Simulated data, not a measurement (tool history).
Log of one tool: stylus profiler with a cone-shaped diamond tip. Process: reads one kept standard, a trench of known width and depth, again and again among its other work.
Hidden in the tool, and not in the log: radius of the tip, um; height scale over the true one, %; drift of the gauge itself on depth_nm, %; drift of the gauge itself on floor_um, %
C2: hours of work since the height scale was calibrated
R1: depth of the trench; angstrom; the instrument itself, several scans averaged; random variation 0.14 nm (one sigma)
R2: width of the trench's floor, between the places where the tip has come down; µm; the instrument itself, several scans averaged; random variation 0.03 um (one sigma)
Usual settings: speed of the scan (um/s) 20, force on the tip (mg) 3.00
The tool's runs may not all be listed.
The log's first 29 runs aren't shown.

run 30 hour=467.3 | speed_of_the_scan_(um/s)=24 force_on_the_tip_(mg)=8.58 | scans_with_this_tip=8815 C2=633 | R1=5171.2 R2=46.35
run 31 hour=489.2 | speed_of_the_scan_(um/s)=24 force_on_the_tip_(mg)=8.58 | scans_with_this_tip=8999 C2=646 | R1=5171.6 R2=46.33
run 32 hour=506.8 | speed_of_the_scan_(um/s)=23 force_on_the_tip_(mg)=3.72 | scans_with_this_tip=9147 C2=657 | R1=5101.9 R2=46.32
run 33 hour=526.1 | speed_of_the_scan_(um/s)=60 force_on_the_tip_(mg)=1.24 | scans_with_this_tip=9309 C2=669 | R1=5057.5 R2=46.01
run 34 hour=542.4 | speed_of_the_scan_(um/s)=9 force_on_the_tip_(mg)=3.50 | scans_with_this_tip=9446 C2=678 | R1=5101.2 R2=46.33
run 35 hour=558.4 | speed_of_the_scan_(um/s)=21 force_on_the_tip_(mg)=3.23 | scans_with_this_tip=9580 C2=688 | R1=5094.3 R2=46.30
run 36 hour=577.9 | speed_of_the_scan_(um/s)=21 force_on_the_tip_(mg)=2.12 | scans_with_this_tip=9743 C2=700 | R1=5079.2 R2=46.25
run 37 hour=591.7 | speed_of_the_scan_(um/s)=19 force_on_the_tip_(mg)=6.11 | scans_with_this_tip=9859 C2=708 | R1=5138.3 R2=46.32
run 38 hour=604.1 | speed_of_the_scan_(um/s)=10 force_on_the_tip_(mg)=2.26 | scans_with_this_tip=9962 C2=716 | R1=5079.0 R2=46.34
run 39 hour=626.7 | speed_of_the_scan_(um/s)=10 force_on_the_tip_(mg)=2.26 | scans_with_this_tip=10152 C2=729 | R1=5081.1 R2=46.35
run 40 hour=638.4 | speed_of_the_scan_(um/s)=12 force_on_the_tip_(mg)=7.76 | scans_with_this_tip=10250 C2=736 | R1=5161.8 R2=46.31
run 41 hour=653.0 | speed_of_the_scan_(um/s)=12 force_on_the_tip_(mg)=7.76 | scans_with_this_tip=10373 C2=745 | R1=5162.3 R2=46.29
run 42 hour=674.3 | speed_of_the_scan_(um/s)=5 force_on_the_tip_(mg)=2.36 | scans_with_this_tip=10551 C2=758 | R1=5085.1 R2=46.37
run 43 hour=688.6 | speed_of_the_scan_(um/s)=20 force_on_the_tip_(mg)=4.47 | scans_with_this_tip=10671 C2=766 | R1=5117.0 R2=46.26

Forecast each of these 5 alternatives for the next run:
run A hour=700.2 | speed_of_the_scan_(um/s)=11 force_on_the_tip_(mg)=1.60 | scans_with_this_tip=10769 C2=773 | R1=? R2=?
run B hour=700.2 | speed_of_the_scan_(um/s)=43 force_on_the_tip_(mg)=2.29 | scans_with_this_tip=10769 C2=773 | R1=? R2=?
run C hour=700.2 | speed_of_the_scan_(um/s)=9 force_on_the_tip_(mg)=6.30 | scans_with_this_tip=10769 C2=773 | R1=? R2=?
run D hour=700.2 | speed_of_the_scan_(um/s)=27 force_on_the_tip_(mg)=3.00 | scans_with_this_tip=10769 C2=773 | R1=? R2=?
run E hour=700.2 | speed_of_the_scan_(um/s)=20 force_on_the_tip_(mg)=1.28 | scans_with_this_tip=10769 C2=773 | R1=? R2=?

run=A R1=5068.0 R2=46.21
run=B R1=5079.1 R2=46.14
run=C R1=5142.2 R2=46.33
run=D R1=5093.5 R2=46.20
run=E R1=5060.5 R2=46.17
Without the tool's hidden state the same runs would have given:
run=A R1=5052.0 R2=46.90
run=B R1=5063.1 R2=46.83
run=C R1=5125.9 R2=47.01
run=D R1=5077.4 R2=46.89
run=E R1=5044.5 R2=46.86
